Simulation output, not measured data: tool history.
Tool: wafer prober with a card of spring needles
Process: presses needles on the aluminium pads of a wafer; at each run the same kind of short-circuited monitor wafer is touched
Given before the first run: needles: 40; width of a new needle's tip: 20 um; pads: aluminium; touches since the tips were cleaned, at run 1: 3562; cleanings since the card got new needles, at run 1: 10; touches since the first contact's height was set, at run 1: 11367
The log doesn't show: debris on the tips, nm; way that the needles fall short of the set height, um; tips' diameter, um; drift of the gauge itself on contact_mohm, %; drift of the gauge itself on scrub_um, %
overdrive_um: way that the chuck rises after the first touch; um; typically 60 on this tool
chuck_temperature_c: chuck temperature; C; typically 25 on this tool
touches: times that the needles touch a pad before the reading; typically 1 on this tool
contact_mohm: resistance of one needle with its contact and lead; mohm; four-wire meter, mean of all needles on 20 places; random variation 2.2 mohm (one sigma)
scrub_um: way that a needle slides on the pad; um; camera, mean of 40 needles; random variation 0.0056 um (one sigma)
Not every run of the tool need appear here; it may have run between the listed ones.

run	hour	overdrive_um	chuck_temperature_c	touches	touches since the tips were cleaned	cleanings since the card got new needles	touches since the first contact's height was set	contact_mohm	scrub_um
1	0.0	60	25	1	3562	10	11367	319	7.580
# hour 13.3: tips cleaned on abrasive film
2	13.9	60	25	1	200	11	15948	381	7.571
3	23.4	60	25	1	3361	11	19109	342	7.563
4	36.5	60	25	1	7696	11	23444	337	7.569
# hour 37.8: tips cleaned on abrasive film
# hour 40.9: tips cleaned on abrasive film, once more
5	47.0	60	27	1	2018	13	26857	307	7.564
6	54.0	60	27	1	4333	13	29172	327	7.543
# hour 64.6: tips cleaned on abrasive film
7	65.4	60	27	1	262	14	32934	262	7.539
8	75.7	60	25	1	3691	14	36363	326	7.548
# hour 88.4: tips cleaned on abrasive film
9	89.3	60	25	1	293	15	40844	265	7.541
10	100.5	60	25	1	4000	15	44551	325	7.527
11	111.0	60	25	1	7467	15	48018	341	7.528
# hour 112.2: tips cleaned on abrasive film
12	119.0	78	25	1	2237	16	50646	283	9.813
13	126.0	60	25	1	4559	16	52968	334	7.520
14	132.4	76	25	1	6702	16	55111	302	9.554
# hour 136.5: tips cleaned on abrasive film
15	144.3	76	25	1	2580	17	59008	286	9.525
16	157.9	60	25	1	7107	17	63535	337	7.508
# hour 160.3: tips cleaned on abrasive film
17	165.1	60	25	1	1596	18	65874	302	7.507
18	175.3	50	25	1	4991	18	69269	377	6.234
19	183.7	50	25	1	7785	18	72063	381	6.240
# hour 184.7: tips cleaned on abrasive film
20	195.4	51	58	2	3560	19	75913	320	6.363
# hour 203.6: height of the first contact set anew
21	204.4	58	25	1	6435	19	259	346	7.324
# hour 209.8: tips cleaned on abrasive film
22	216.9	42	25	2	2386	20	4398	333	5.301
23	230.1	47	122	3	6744	20	8756	320	5.925
# hour 233.8: tips cleaned on abrasive film
24	242.4	47	122	3	2859	21	12802	312	5.926
25	249.9	60	57	1	5354	21	15297	335	7.562
26	256.2	48	25	2	7431	21	17374	332	6.036
# hour 257.5: tips cleaned on abrasive film
27	266.9	48	25	2	3110	22	20893	316	6.042
28	275.9	73	27	2	6115	22	23898	278	9.208
# hour 281.6: tips cleaned on abrasive film
29	285.9	40	33	2	1428	23	27192	326	5.009
30	297.9	70	25	2	5394	23	31158	282	8.820
31	304.7	60	25	2	7664	23	33428	297	7.541
# hour 305.7: tips cleaned on abrasive film
32	313.8	78	115	2	2694	24	36412	284	9.814
33	325.7	68	25	1	6647	24	40365	313	8.546

Here are 3 independent what-if runs from the current tool condition. What would each one return?
# hour 329.9: tips cleaned on abrasive film
A	333.0	68	67	2	1033	25	42731	?	?
# hour 329.9: tips cleaned on abrasive film
B	333.0	60	41	1	1033	25	42731	?	?
# hour 329.9: tips cleaned on abrasive film
C	333.0	62	25	1	1033	25	42731	?	?

run	contact_mohm	scrub_um
A	267	8.535
B	295	7.517
C	285	7.791
What these runs would have given with no unlogged condition in the tool:
run	contact_mohm	scrub_um
A	245	8.590
B	246	7.571
C	238	7.846

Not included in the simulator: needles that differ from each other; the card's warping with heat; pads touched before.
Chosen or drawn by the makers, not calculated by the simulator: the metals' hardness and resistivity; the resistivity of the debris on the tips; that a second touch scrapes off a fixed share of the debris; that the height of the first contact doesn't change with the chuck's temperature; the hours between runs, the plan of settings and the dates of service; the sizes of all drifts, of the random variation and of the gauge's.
